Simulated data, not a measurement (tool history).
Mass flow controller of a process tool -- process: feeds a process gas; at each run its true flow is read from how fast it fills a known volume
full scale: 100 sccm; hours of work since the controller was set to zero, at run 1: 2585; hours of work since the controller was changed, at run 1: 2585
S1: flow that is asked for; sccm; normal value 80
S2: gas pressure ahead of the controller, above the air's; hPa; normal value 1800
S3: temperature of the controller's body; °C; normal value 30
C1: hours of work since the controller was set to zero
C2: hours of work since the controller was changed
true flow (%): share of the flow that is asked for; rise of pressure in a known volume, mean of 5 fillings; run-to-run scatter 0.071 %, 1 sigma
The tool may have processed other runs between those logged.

Run 1, hour 0.0: usual settings; C1 2585; C2 2585. Result: true flow (%) 100.06.
Run 2, hour 272.6: usual settings; C1 2712; C2 2712. Result: true flow (%) 100.26.
Run 3, hour 550.8: usual settings but S3 28 °C; C1 2842; C2 2842. Result: true flow (%) 100.15.
Run 4, hour 845.4: usual settings but S3 28 °C; C1 2979; C2 2979. Result: true flow (%) 100.40.
Run 5, hour 970.3: usual settings but S3 23 °C; C1 3037; C2 3037. Result: true flow (%) 100.03.
Run 6, hour 1161.6: usual settings but S3 23 °C; C1 3126; C2 3126. Result: true flow (%) 99.97.
Run 7, hour 1312.7: usual settings but S3 23 °C; C1 3197; C2 3197. Result: true flow (%) 100.15.
Run 8, hour 1579.7: usual settings but S3 23 °C; C1 3321; C2 3321. Result: true flow (%) 100.21.
Run 9, hour 1713.6: usual settings but S3 34 °C; C1 3384; C2 3384. Result: true flow (%) 100.95.
Run 10, hour 1845.4: usual settings but S1 13 sccm, S3 25 °C; C1 3445; C2 3445. Result: true flow (%) 99.78.
Run 11, hour 1993.2: usual settings but S1 57 sccm, S3 28 °C; C1 3514; C2 3514. Result: true flow (%) 100.39.
Run 12, hour 2194.4: usual settings but S1 43 sccm, S2 1690 hPa, S3 34 °C; C1 3608; C2 3608. Result: true flow (%) 100.74.
Run 13, hour 2397.8: usual settings but S1 43 sccm, S2 1690 hPa, S3 34 °C; C1 3703; C2 3703. Result: true flow (%) 100.92.
Run 14, hour 2694.6: usual settings but S1 78 sccm, S2 2430 hPa, S3 35 °C; C1 3841; C2 3841. Result: true flow (%) 101.72.
Run 15, hour 2980.8: usual settings but S1 78 sccm, S2 2430 hPa, S3 35 °C; C1 3975; C2 3975. Result: true flow (%) 101.82.
Run 16, hour 3278.2: usual settings but S1 26 sccm, S2 1500 hPa; C1 4113; C2 4113. Result: true flow (%) 100.71.
Run 17, hour 3461.7: usual settings but S1 26 sccm, S2 1500 hPa; C1 4199; C2 4199. Result: true flow (%) 100.65.
Run 18, hour 3706.6: usual settings but S1 75 sccm, S2 1860 hPa, S3 28 °C; C1 4313; C2 4313. Result: true flow (%) 101.36.

5 options for the next run, each taken on its own from the tool as it stands now. Forecast them:
Run A, hour 3878.9: usual settings but S1 14 sccm, S2 1840 hPa, S3 38 °C; C1 4393; C2 4393. Result: true flow (%) ?.
Run B, hour 3878.9: usual settings but S1 13 sccm, S3 31 °C; C1 4393; C2 4393. Result: true flow (%) ?.
Run C, hour 3878.9: usual settings but S3 23 °C; C1 4393; C2 4393. Result: true flow (%) ?.
Run D, hour 3878.9: usual settings but S1 10 sccm, S2 1420 hPa, S3 28 °C; C1 4393; C2 4393. Result: true flow (%) ?.
Run E, hour 3878.9: usual settings but S1 39 sccm, S2 2160 hPa, S3 33 °C; C1 4393; C2 4393. Result: true flow (%) ?.

run  true flow (%)
  A         101.57
  B         100.80
  C         100.97
  D         100.52
  E         101.54
Stripped of hidden state, with their random variation kept, the same runs would have yielded:
run  true flow (%)
  A         100.10
  B          99.35
  C          99.49
  D          99.07
  E         100.06
